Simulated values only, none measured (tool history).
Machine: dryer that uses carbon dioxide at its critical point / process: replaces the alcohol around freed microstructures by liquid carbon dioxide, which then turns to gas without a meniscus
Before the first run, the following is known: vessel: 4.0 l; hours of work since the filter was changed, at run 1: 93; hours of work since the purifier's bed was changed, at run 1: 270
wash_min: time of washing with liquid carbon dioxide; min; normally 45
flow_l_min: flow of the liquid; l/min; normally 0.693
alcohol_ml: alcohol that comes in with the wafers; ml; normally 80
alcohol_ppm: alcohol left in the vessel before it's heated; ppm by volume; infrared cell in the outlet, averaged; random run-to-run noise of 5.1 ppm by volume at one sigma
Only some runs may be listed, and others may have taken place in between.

run	day	wash_min	flow_l_min	alcohol_ml	hours of work since the filter was changed	hours of work since the purifier's bed was changed	alcohol_ppm
1	0	45	0.693	80	93	270	101
2	0.854	45	0.693	80	99	276	102
3	2.354	44	0.693	80	110	287	110
4	3.962	45	0.693	80	122	299	111
5	4.858	45	0.758	80	128	305	77
6	5.708	45	0.758	80	134	311	87
7	6.392	45	0.758	80	139	316	85
8	7.5	45	0.758	80	147	324	82
9	8.925	45	0.611	80	158	334	181
10	10.221	45	0.693	80	167	344	119
11	11.762	45	0.693	80	178	355	124
12	12.704	45	0.693	22	185	362	79
13	14.258	45	0.671	80	196	373	140
14	15.846	45	0.671	80	208	385	140
15	17.283	45	0.693	80	218	395	130
16	18.242	45	0.693	80	225	402	128
17	19.642	45	0.693	80	235	412	138
18	20.396	45	0.693	80	241	418	134
19	21.554	45	0.693	80	249	426	138
20	22.608	45	0.693	80	257	434	135
21	23.688	45	0.693	80	264	441	136
22	24.954	45	0.693	80	274	451	141
23	25.642	45	0.693	80	279	455	146
24	26.592	34	0.693	43	286	462	226
25	27.604	49	0.693	80	293	470	107
26	28.304	49	0.693	80	298	475	107
27	29.462	44	0.693	90	306	483	172
28	30.3	45	0.693	23	312	489	90
29	31.358	45	0.693	23	320	497	96
30	32.658	38	0.539	21	329	506	212
31	34.088	45	0.693	90	340	517	165
32	35.183	42	0.493	80	348	525	622
33	36.125	45	0.936	50	355	531	92
34	37.454	66	0.582	88	364	541	113
35	38.867	45	0.693	24	374	551	109
36	40.012	29	0.918	42	383	560	164
37	41.554	45	0.662	30	394	571	126
38	42.704	57	0.693	81	402	579	105
39	44.075	44	0.543	28	412	589	207
# day 44.396: inlet filter changed
40	45.254	35	0.543	28	6	597	265
41	46.446	35	0.86	76	15	606	154
42	47.617	59	0.971	63	23	614	91
43	49.158	59	0.971	63	34	625	96
44	49.879	45	0.943	53	40	631	105
45	50.792	45	0.837	46	46	637	98
# day 51.767: purifier's bed changed
46	51.767	45	0.837	46	52	0	6

Branching from run 46: 4 alternative next runs. What would each branch give?
A	53.083	34	0.973	95	62	10	?
B	53.083	38	1.031	37	62	10	?
C	53.083	53	0.693	80	62	10	?
D	53.083	45	0.693	22	62	10	?

run	alcohol_ppm
A	56
B	6
C	28
D	18
With the hidden condition removed and each run's random variation left untouched, the same runs would have given:
run	alcohol_ppm
A	50
B	3
C	24
D	14
